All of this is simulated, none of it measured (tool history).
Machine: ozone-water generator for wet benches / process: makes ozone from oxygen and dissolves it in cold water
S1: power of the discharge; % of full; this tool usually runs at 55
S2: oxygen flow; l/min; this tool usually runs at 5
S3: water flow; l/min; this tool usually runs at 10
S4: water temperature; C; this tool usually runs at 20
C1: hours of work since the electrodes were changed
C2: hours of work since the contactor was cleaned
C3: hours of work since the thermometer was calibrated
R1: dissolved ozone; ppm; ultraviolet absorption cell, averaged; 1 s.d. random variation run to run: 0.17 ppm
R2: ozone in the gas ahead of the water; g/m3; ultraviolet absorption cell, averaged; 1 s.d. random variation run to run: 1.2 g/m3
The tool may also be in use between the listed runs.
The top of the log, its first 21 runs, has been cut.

{"run": 22, "day": 60.0, "S1": 55, "S2": 5, "S3": 9, "S4": 20, "C1": 3715, "C2": 1825, "C3": 1359, "R1": 22, "R2": 202.9}
{"run": 23, "day": 61.925, "S1": 55, "S2": 3.28, "S3": 16, "S4": 20, "C1": 3752, "C2": 1862, "C3": 1396, "R1": 14.9, "R2": 255.2}
{"day": 62.338, "done": "contactor cleaned"}
{"run": 24, "day": 63.817, "S1": 55, "S2": 3.28, "S3": 16, "S4": 20, "C1": 3785, "C2": 29, "C3": 1429, "R1": 15, "R2": 256}
{"run": 25, "day": 67.254, "S1": 55, "S2": 6.11, "S3": 8, "S4": 26, "C1": 3852, "C2": 95, "C3": 1496, "R1": 19, "R2": 180.7}
{"run": 26, "day": 70.521, "S1": 84, "S2": 4.11, "S3": 12, "S4": 20, "C1": 3915, "C2": 158, "C3": 1559, "R1": 23.3, "R2": 283.2}
{"run": 27, "day": 73.225, "S1": 67, "S2": 4.19, "S3": 11, "S4": 27, "C1": 3967, "C2": 210, "C3": 1611, "R1": 19.3, "R2": 246.8}
{"day": 74.679, "done": "contactor cleaned, once more"}
{"run": 28, "day": 75.812, "S1": 67, "S2": 4.19, "S3": 11, "S4": 27, "C1": 4014, "C2": 22, "C3": 1658, "R1": 19.9, "R2": 247.8}
{"run": 29, "day": 79.133, "S1": 77, "S2": 7.52, "S3": 10, "S4": 20, "C1": 4078, "C2": 86, "C3": 1722, "R1": 23.4, "R2": 192.9}
{"run": 30, "day": 81.154, "S1": 78, "S2": 4.5, "S3": 9, "S4": 19, "C1": 4117, "C2": 125, "C3": 1761, "R1": 28.3, "R2": 255.1}
{"run": 31, "day": 84.962, "S1": 55, "S2": 3.64, "S3": 10, "S4": 14, "C1": 4191, "C2": 199, "C3": 1835, "R1": 24.3, "R2": 237.6}
{"run": 32, "day": 86.558, "S1": 69, "S2": 5, "S3": 10, "S4": 20, "C1": 4222, "C2": 230, "C3": 1866, "R1": 23.8, "R2": 225.5}
{"run": 33, "day": 90.004, "S1": 40, "S2": 5, "S3": 7, "S4": 18, "C1": 4288, "C2": 296, "C3": 1932, "R1": 22.8, "R2": 167.3}

Alternative continuations, all from the tool just after run 33; predict every row:
{"run": "A", "day": 93.054, "S1": 55, "S2": 7.53, "S3": 10, "S4": 20, "C1": 4347, "C2": 355, "C3": 1991, "R1": "?", "R2": "?"}
{"run": "B", "day": 93.054, "S1": 90, "S2": 6.36, "S3": 7, "S4": 18, "C1": 4347, "C2": 355, "C3": 1991, "R1": "?", "R2": "?"}
{"run": "C", "day": 93.054, "S1": 40, "S2": 3.55, "S3": 7, "S4": 18, "C1": 4347, "C2": 355, "C3": 1991, "R1": "?", "R2": "?"}

run=A R1=19.2 R2=158.6
run=B R1=32.7 R2=227.1
run=C R1=24.4 R2=203.6
Had the tool no hidden state, the same runs would have come out as:
run=A R1=21.4 R2=175.5
run=B R1=37.8 R2=259.6
run=C R1=26.7 R2=220.5
